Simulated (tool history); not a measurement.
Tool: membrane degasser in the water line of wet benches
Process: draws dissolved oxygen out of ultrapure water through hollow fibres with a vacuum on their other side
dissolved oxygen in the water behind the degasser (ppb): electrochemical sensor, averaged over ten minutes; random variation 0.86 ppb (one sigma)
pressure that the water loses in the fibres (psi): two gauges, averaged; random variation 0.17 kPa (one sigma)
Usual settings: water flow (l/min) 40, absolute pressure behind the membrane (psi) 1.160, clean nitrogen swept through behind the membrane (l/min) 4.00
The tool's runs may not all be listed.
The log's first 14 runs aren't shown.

run	hour	water flow (l/min)	absolute pressure behind the membrane (psi)	clean nitrogen swept through behind the membrane (l/min)	hours since the membrane was changed	hours since the vacuum gauge was calibrated	hours since the vacuum lines were made tight	dissolved oxygen in the water behind the degasser (ppb)	pressure that the water loses in the fibres (psi)
15	1560.8	40	1.160	2.59	5683	5683	12333	187.6	4.965
16	1692.3	40	1.160	2.59	5815	5815	12465	188.0	4.957
17	1816.9	40	1.160	2.59	5939	5939	12589	189.5	5.011
18	1889.3	40	1.160	1.98	6012	6012	12662	234.7	4.992
19	2004.3	40	1.160	1.98	6127	6127	12777	235.2	4.992
20	2104.2	40	1.160	1.98	6227	6227	12876	237.5	4.986
21	2261.7	40	1.213	1.98	6384	6384	13034	249.8	5.039
22	2351.2	40	1.213	1.98	6474	6474	13123	253.4	4.986
23	2470.6	40	1.213	1.98	6593	6593	13243	254.6	4.983
24	2610.4	33	0.963	1.96	6733	6733	13383	144.6	4.116
25	2762.5	33	0.963	1.96	6885	6885	13535	145.1	4.107
# hour 2831.5: vacuum gauge calibrated
26	2912.9	34	0.963	2.04	7035	81	13685	135.6	4.242
27	3069.4	58	1.223	5.64	7191	238	13841	212.1	7.239
28	3198.5	58	1.223	5.64	7320	367	13970	212.6	7.269
29	3358.9	24	0.738	2.69	7481	527	14131	41.7	2.975
# hour 3453.7: seals of the vacuum lines changed
30	3471.5	40	2.357	9.58	7591	638	18	147.3	5.052
31	3567.0	54	1.199	3.90	7687	733	113	223.4	6.799
32	3699.9	54	1.199	7.86	7820	866	246	147.8	6.786

Forecast each of these 4 alternatives for the next run:
A	3834.3	34	1.896	1.72	7954	1001	381	?	?
B	3834.3	40	0.889	4.00	7954	1001	381	?	?
C	3834.3	37	1.732	7.86	7954	1001	381	?	?
D	3834.3	40	1.823	10.84	7954	1001	381	?	?

run	dissolved oxygen in the water behind the degasser (ppb)	pressure that the water loses in the fibres (psi)
A	425.6	4.300
B	84.7	4.988
C	109.9	4.641
D	99.4	4.995
Without the tool's hidden state the same runs would have given:
run	dissolved oxygen in the water behind the degasser (ppb)	pressure that the water loses in the fibres (psi)
A	422.6	4.187
B	81.3	4.856
C	107.7	4.518
D	96.6	4.863
